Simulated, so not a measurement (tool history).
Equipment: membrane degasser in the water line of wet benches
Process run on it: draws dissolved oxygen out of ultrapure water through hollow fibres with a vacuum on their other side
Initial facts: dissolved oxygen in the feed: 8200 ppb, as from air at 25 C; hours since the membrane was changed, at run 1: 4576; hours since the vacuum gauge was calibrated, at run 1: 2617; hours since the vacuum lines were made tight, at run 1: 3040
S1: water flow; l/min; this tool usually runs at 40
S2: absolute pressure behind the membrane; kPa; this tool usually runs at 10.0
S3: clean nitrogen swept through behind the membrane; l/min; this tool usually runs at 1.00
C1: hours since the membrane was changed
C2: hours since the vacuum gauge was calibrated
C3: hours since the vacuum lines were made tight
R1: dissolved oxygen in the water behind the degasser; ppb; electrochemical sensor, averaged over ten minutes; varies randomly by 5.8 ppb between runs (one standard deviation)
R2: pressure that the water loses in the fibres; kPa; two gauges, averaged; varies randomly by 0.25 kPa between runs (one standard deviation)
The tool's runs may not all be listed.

Run 1, hour 0.0: usual settings; C1 4576; C2 2617; C3 3040. Result: R1 641.1 ppb, R2 72.16 kPa.
Run 2, hour 57.2: usual settings; C1 4633; C2 2674; C3 3097. Result: R1 637.7 ppb, R2 72.59 kPa.
Run 3, hour 160.9: usual settings; C1 4737; C2 2777; C3 3201. Result: R1 640.6 ppb, R2 72.49 kPa.
Run 4, hour 240.7: usual settings; C1 4817; C2 2857; C3 3281. Result: R1 630.9 ppb, R2 72.66 kPa.
Run 5, hour 360.9: usual settings; C1 4937; C2 2978; C3 3401. Result: R1 652.5 ppb, R2 72.66 kPa.
Run 6, hour 453.5: usual settings but S3 1.45 l/min; C1 5030; C2 3070; C3 3494. Result: R1 498.6 ppb, R2 72.40 kPa.
Run 7, hour 585.1: usual settings; C1 5161; C2 3202; C3 3625. Result: R1 641.2 ppb, R2 72.85 kPa.
Run 8, hour 652.7: usual settings; C1 5229; C2 3269; C3 3693. Result: R1 641.3 ppb, R2 73.16 kPa.
Run 9, hour 743.8: usual settings; C1 5320; C2 3360; C3 3784. Result: R1 639.1 ppb, R2 73.22 kPa.
Run 10, hour 836.7: usual settings; C1 5413; C2 3453; C3 3877. Result: R1 646.8 ppb, R2 73.33 kPa.
Run 11, hour 950.7: usual settings; C1 5527; C2 3567; C3 3991. Result: R1 627.0 ppb, R2 73.56 kPa.
Run 12, hour 1010.2: usual settings; C1 5586; C2 3627; C3 4050. Result: R1 647.1 ppb, R2 74.09 kPa.
Run 13, hour 1108.0: usual settings; C1 5684; C2 3725; C3 4148. Result: R1 653.6 ppb, R2 73.98 kPa.
Run 14, hour 1215.3: usual settings; C1 5791; C2 3832; C3 4255. Result: R1 652.5 ppb, R2 73.76 kPa.
Run 15, hour 1307.8: usual settings but S1 45 l/min, S3 0.50 l/min; C1 5884; C2 3924; C3 4348. Result: R1 1064.6 ppb, R2 83.07 kPa.
At hour 1319.5: vacuum gauge calibrated.
Run 16, hour 1373.8: usual settings but S1 45 l/min, S3 0.50 l/min; C1 5949; C2 54; C3 4413. Result: R1 1114.9 ppb, R2 83.42 kPa.
Run 17, hour 1488.2: usual settings but S1 44 l/min, S3 1.24 l/min; C1 6064; C2 169; C3 4528. Result: R1 631.5 ppb, R2 81.46 kPa.
Run 18, hour 1617.2: usual settings but S1 44 l/min, S3 1.24 l/min; C1 6193; C2 298; C3 4657. Result: R1 642.9 ppb, R2 81.62 kPa.
Run 19, hour 1683.1: usual settings but S1 26 l/min, S2 14.1 kPa; C1 6259; C2 364; C3 4723. Result: R1 665.9 ppb, R2 48.72 kPa.
At hour 1709.5: vacuum gauge calibrated, once more.
Run 20, hour 1790.6: usual settings but S1 24 l/min, S2 21.0 kPa, S3 0.82 l/min; C1 6366; C2 81; C3 4830. Result: R1 1054.9 ppb, R2 44.76 kPa.
At hour 1902.1: seals of the vacuum lines changed.
Run 21, hour 1912.9: usual settings but S1 33 l/min, S2 10.3 kPa; C1 6486; C2 201; C3 11. Result: R1 546.5 ppb, R2 62.10 kPa.
Run 22, hour 1977.6: usual settings but S1 33 l/min, S2 10.3 kPa; C1 6551; C2 266; C3 76. Result: R1 551.9 ppb, R2 61.39 kPa.
Run 23, hour 2082.8: usual settings but S1 26 l/min, S2 6.2 kPa, S3 1.18 l/min; C1 6656; C2 371; C3 181. Result: R1 205.0 ppb, R2 48.66 kPa.
Run 24, hour 2158.2: usual settings but S1 26 l/min, S2 6.2 kPa, S3 1.18 l/min; C1 6731; C2 447; C3 256. Result: R1 205.0 ppb, R2 48.79 kPa.
Run 25, hour 2259.2: usual settings but S1 56 l/min, S2 20.8 kPa; C1 6832; C2 548; C3 357. Result: R1 1689.5 ppb, R2 105.56 kPa.

Predict the results of run 26:
Run 26, hour 2380.7: usual settings but S1 37 l/min, S2 9.8 kPa, S3 1.85 l/min; C1 6954; C2 669; C3 479. Result: R1 ?, R2 ?.

Run 26 gave R1 382.0 ppb, R2 69.40 kPa.
Take away the tool's hidden state, keep the run-to-run variation as it was, and the same run would have given R1 337.8 ppb, R2 61.58 kPa.
